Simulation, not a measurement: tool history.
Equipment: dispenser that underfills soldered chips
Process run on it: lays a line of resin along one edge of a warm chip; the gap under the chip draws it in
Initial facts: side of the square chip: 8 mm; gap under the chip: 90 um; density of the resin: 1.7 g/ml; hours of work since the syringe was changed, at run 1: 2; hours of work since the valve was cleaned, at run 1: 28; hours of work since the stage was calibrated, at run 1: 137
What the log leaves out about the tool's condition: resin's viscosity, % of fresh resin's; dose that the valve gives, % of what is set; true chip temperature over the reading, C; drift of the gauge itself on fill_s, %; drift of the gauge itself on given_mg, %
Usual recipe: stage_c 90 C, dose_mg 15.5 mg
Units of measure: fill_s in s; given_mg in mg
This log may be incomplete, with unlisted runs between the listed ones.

| run | hour | stage_c | dose_mg | hours of work since the syringe was changed | hours of work since the valve was cleaned | hours of work since the stage was calibrated | fill_s | given_mg |
|---|---|---|---|---|---|---|---|---|
| 1 | 0.0 | 90 | 15.5 | 2 | 28 | 137 | 15.2 | 15.25 |
| 2 | 5.5 | 90 | 15.5 | 6 | 33 | 141 | 19.1 | 15.08 |
|  | 8.5 | new syringe of resin |
| 3 | 10.3 | 90 | 15.5 | 1 | 36 | 145 | 14.5 | 15.02 |
| 4 | 16.4 | 90 | 15.5 | 6 | 41 | 150 | 18.7 | 15.02 |
|  | 19.3 | new syringe of resin |
| 5 | 21.9 | 90 | 15.5 | 2 | 45 | 154 | 15.3 | 14.96 |
| 6 | 27.6 | 90 | 15.5 | 7 | 50 | 158 | 19.0 | 15.03 |
|  | 30.2 | new syringe of resin |
| 7 | 31.1 | 90 | 15.5 | 1 | 53 | 161 | 13.9 | 14.92 |
| 8 | 34.5 | 90 | 15.5 | 3 | 55 | 164 | 16.3 | 14.66 |
| 9 | 39.5 | 90 | 15.5 | 7 | 59 | 168 | 19.3 | 14.94 |
|  | 41.3 | new syringe of resin |
| 10 | 46.2 | 90 | 15.5 | 4 | 64 | 173 | 16.3 | 14.69 |
| 11 | 50.2 | 77 | 15.5 | 7 | 67 | 176 | 29.3 | 14.59 |
|  | 52.2 | new syringe of resin |
| 12 | 54.1 | 90 | 15.5 | 1 | 70 | 179 | 14.5 | 14.65 |
| 13 | 59.0 | 90 | 17.4 | 5 | 74 | 183 | 18.2 | 16.26 |
| 14 | 62.1 | 90 | 17.4 | 8 | 77 | 185 | 20.4 | 16.32 |
|  | 63.0 | new syringe of resin |
| 15 | 68.9 | 77 | 16.8 | 5 | 82 | 190 | 26.6 | 15.66 |
| 16 | 72.5 | 79 | 16.8 | 8 | 85 | 193 | 28.1 | 15.68 |
|  | 73.9 | new syringe of resin |
| 17 | 79.9 | 78 | 14.8 | 5 | 90 | 199 | 25.8 | 13.80 |
|  | 82.5 | dispensing valve cleaned and set on the balance |
|  | 85.7 | new syringe of resin |
| 18 | 85.8 | 78 | 14.8 | 0 | 2 | 202 | 20.7 | 14.74 |
| 19 | 91.6 | 78 | 14.8 | 5 | 7 | 207 | 25.4 | 14.47 |
|  | 96.4 | new syringe of resin |
| 20 | 98.8 | 103 | 14.8 | 2 | 13 | 213 | 10.5 | 14.76 |
| 21 | 105.2 | 97 | 13.4 | 7 | 18 | 218 | 15.8 | 13.22 |
|  | 107.2 | new syringe of resin |
| 22 | 109.0 | 96 | 16.2 | 1 | 20 | 220 | 12.9 | 15.87 |
| 23 | 115.3 | 83 | 19.3 | 6 | 25 | 225 | 23.1 | 18.80 |
|  | 118.3 | new syringe of resin |
| 24 | 122.0 | 99 | 17.6 | 3 | 31 | 231 | 12.1 | 17.15 |
| 25 | 128.2 | 99 | 17.6 | 8 | 35 | 235 | 15.5 | 17.13 |
|  | 129.2 | new syringe of resin |
| 26 | 134.5 | 92 | 14.1 | 4 | 40 | 240 | 15.8 | 13.70 |
|  | 139.8 | new syringe of resin |
| 27 | 141.6 | 92 | 14.1 | 1 | 46 | 246 | 13.8 | 13.50 |
| 28 | 146.0 | 90 | 18.9 | 5 | 49 | 249 | 17.3 | 18.10 |

Below are 4 alternative next runs, each starting from the tool's condition after run 28. Predict each:
|  | 150.6 | new syringe of resin |
| A | 152.0 | 105 | 13.8 | 1 | 54 | 254 | ? | ? |
|  | 150.6 | new syringe of resin |
| B | 152.0 | 102 | 15.5 | 1 | 54 | 254 | ? | ? |
|  | 150.6 | new syringe of resin |
| C | 152.0 | 87 | 14.0 | 1 | 54 | 254 | ? | ? |
|  | 150.6 | new syringe of resin |
| D | 152.0 | 90 | 19.6 | 1 | 54 | 254 | ? | ? |

| run | fill_s | given_mg |
|---|---|---|
| A | 9.4 | 13.16 |
| B | 10.7 | 14.89 |
| C | 17.1 | 13.23 |
| D | 14.7 | 18.61 |
Take away the tool's hidden state, keep each run's random variation, and the runs would have read:
| run | fill_s | given_mg |
|---|---|---|
| A | 8.4 | 13.77 |
| B | 9.7 | 15.59 |
| C | 15.3 | 13.85 |
| D | 13.3 | 19.48 |

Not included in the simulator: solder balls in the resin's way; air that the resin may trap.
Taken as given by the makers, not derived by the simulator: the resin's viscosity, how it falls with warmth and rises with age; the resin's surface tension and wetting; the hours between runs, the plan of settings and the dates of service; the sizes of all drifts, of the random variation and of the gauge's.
